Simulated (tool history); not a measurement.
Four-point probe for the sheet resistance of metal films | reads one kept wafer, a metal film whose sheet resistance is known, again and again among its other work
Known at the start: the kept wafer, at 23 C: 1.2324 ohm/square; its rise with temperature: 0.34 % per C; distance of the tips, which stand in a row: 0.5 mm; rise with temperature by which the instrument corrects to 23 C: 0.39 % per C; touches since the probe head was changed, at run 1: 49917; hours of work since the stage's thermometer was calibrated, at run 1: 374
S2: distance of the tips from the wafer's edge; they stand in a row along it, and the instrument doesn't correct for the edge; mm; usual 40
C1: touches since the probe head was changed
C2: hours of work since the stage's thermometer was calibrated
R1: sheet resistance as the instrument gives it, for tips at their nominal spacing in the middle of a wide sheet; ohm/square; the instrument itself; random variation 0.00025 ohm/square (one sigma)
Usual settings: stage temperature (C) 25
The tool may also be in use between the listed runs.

Run 1, hour 0: usual settings; C1 49917; C2 374. Result: R1 1.238176 ohm/square.
Run 2, hour 16.6: usual settings but S2 6 mm; C1 51058; C2 387. Result: R1 1.242509 ohm/square.
Run 3, hour 44.3: usual settings but S2 6 mm; C1 52953; C2 408. Result: R1 1.242682 ohm/square.
Run 4, hour 61.9: usual settings but S2 6 mm; C1 54165; C2 422. Result: R1 1.242663 ohm/square.
Run 5, hour 80.3: usual settings but S2 6 mm; C1 55428; C2 436. Result: R1 1.242691 ohm/square.
Run 6, hour 106.3: usual settings but S2 6 mm; C1 57207; C2 457. Result: R1 1.242817 ohm/square.
Run 7, hour 138.4: usual settings but S2 6 mm; C1 59413; C2 482. Result: R1 1.242922 ohm/square.
Run 8, hour 172.6: usual settings; C1 61755; C2 508. Result: R1 1.238504 ohm/square.
Run 9, hour 206.1: usual settings; C1 64056; C2 534. Result: R1 1.238152 ohm/square.
Run 10, hour 223.2: usual settings; C1 65230; C2 548. Result: R1 1.238451 ohm/square.
Run 11, hour 252: usual settings but stage temperature (C) 29; C1 67203; C2 570. Result: R1 1.236322 ohm/square.
Run 12, hour 279.8: usual settings but stage temperature (C) 29; C1 69110; C2 592. Result: R1 1.236086 ohm/square.
Run 13, hour 305.2: usual settings but S2 6 mm; C1 70855; C2 612. Result: R1 1.243728 ohm/square.
Run 14, hour 322.1: usual settings; C1 72012; C2 625. Result: R1 1.239471 ohm/square.
Run 15, hour 337.9: usual settings; C1 73096; C2 637. Result: R1 1.238644 ohm/square.
At hour 341.2: stage's thermometer calibrated.
Run 16, hour 368.1: usual settings but S2 4 mm; C1 75134; C2 21. Result: R1 1.249171 ohm/square.
Run 17, hour 403.2: usual settings but S2 4 mm; C1 77544; C2 48. Result: R1 1.249428 ohm/square.
Run 18, hour 427: usual settings but stage temperature (C) 33; C1 79176; C2 67. Result: R1 1.23438 ohm/square.
Run 19, hour 448.5: usual settings but stage temperature (C) 33; C1 80655; C2 84. Result: R1 1.234362 ohm/square.
Run 20, hour 467.7: usual settings but stage temperature (C) 33; C1 81970; C2 99. Result: R1 1.234531 ohm/square.
At hour 476.2: stage's thermometer calibrated, once more.
Run 21, hour 488.4: usual settings but stage temperature (C) 33; C1 83357; C2 10. Result: R1 1.235606 ohm/square.
Run 22, hour 522.9: usual settings but stage temperature (C) 33; C1 85723; C2 36. Result: R1 1.235437 ohm/square.
At hour 552.1: new probe head fitted.
Run 23, hour 552.1: usual settings but stage temperature (C) 19, S2 46 mm; C1 0; C2 58. Result: R1 1.237714 ohm/square.
Run 24, hour 568.7: usual settings but stage temperature (C) 32, S2 55 mm; C1 1144; C2 71. Result: R1 1.229619 ohm/square.
Run 25, hour 601.9: usual settings but stage temperature (C) 27, S2 55 mm; C1 3418; C2 97. Result: R1 1.232206 ohm/square.
Run 26, hour 626.8: usual settings but stage temperature (C) 28; C1 5130; C2 117. Result: R1 1.232053 ohm/square.
Run 27, hour 657.5: usual settings but stage temperature (C) 28; C1 7231; C2 141. Result: R1 1.232214 ohm/square.
Run 28, hour 680.9: usual settings but stage temperature (C) 28; C1 8837; C2 159. Result: R1 1.232384 ohm/square.
Run 29, hour 702.1: usual settings but stage temperature (C) 28; C1 10290; C2 175. Result: R1 1.232568 ohm/square.
Run 30, hour 718.6: usual settings but stage temperature (C) 28; C1 11429; C2 188. Result: R1 1.232175 ohm/square.
Run 31, hour 744.8: usual settings but stage temperature (C) 28; C1 13222; C2 209. Result: R1 1.232094 ohm/square.
Run 32, hour 773.5: usual settings but stage temperature (C) 28; C1 15192; C2 231. Result: R1 1.232483 ohm/square.
Run 33, hour 802.8: usual settings but stage temperature (C) 27, S2 16 mm; C1 17202; C2 254. Result: R1 1.234287 ohm/square.
Run 34, hour 836.5: usual settings but stage temperature (C) 21, S2 26 mm; C1 19516; C2 280. Result: R1 1.23725 ohm/square.
Run 35, hour 871.3: usual settings but stage temperature (C) 34, S2 52 mm; C1 21905; C2 307. Result: R1 1.229203 ohm/square.
Run 36, hour 902.2: usual settings but S2 25 mm; C1 24024; C2 331. Result: R1 1.235119 ohm/square.
Run 37, hour 927.7: usual settings but stage temperature (C) 19, S2 13 mm; C1 25770; C2 351. Result: R1 1.239951 ohm/square.
Run 38, hour 953: usual settings but stage temperature (C) 29, S2 11 mm; C1 27504; C2 371. Result: R1 1.233961 ohm/square.
Run 39, hour 969.8: usual settings but stage temperature (C) 29, S2 27 mm; C1 28662; C2 384. Result: R1 1.232985 ohm/square.
Run 40, hour 992.3: usual settings but stage temperature (C) 18, S2 5 mm; C1 30206; C2 402. Result: R1 1.246691 ohm/square.
Run 41, hour 1011.1: usual settings but stage temperature (C) 24, S2 64 mm; C1 31491; C2 416. Result: R1 1.236211 ohm/square.
Run 42, hour 1036.6: usual settings but stage temperature (C) 21, S2 10 mm; C1 33241; C2 436. Result: R1 1.239314 ohm/square.
Run 43, hour 1059.6: usual settings but stage temperature (C) 18, S2 9 mm; C1 34822; C2 454. Result: R1 1.241771 ohm/square.

Forecast each of these 4 alternatives for the next run:
Run A, hour 1095: usual settings but stage temperature (C) 24, S2 73 mm; C1 37252; C2 482. Result: R1 ?.
Run B, hour 1095: usual settings but stage temperature (C) 32, S2 23 mm; C1 37252; C2 482. Result: R1 ?.
Run C, hour 1095: usual settings but stage temperature (C) 20, S2 61 mm; C1 37252; C2 482. Result: R1 ?.
Run D, hour 1095: usual settings but stage temperature (C) 29, S2 3 mm; C1 37252; C2 482. Result: R1 ?.

run        R1
  A  1.236159
  B  1.231728
  C  1.238628
  D  1.251082
Without the tool's hidden state the same runs would have given:
run        R1
  A  1.231762
  B  1.227343
  C  1.234225
  D  1.246635
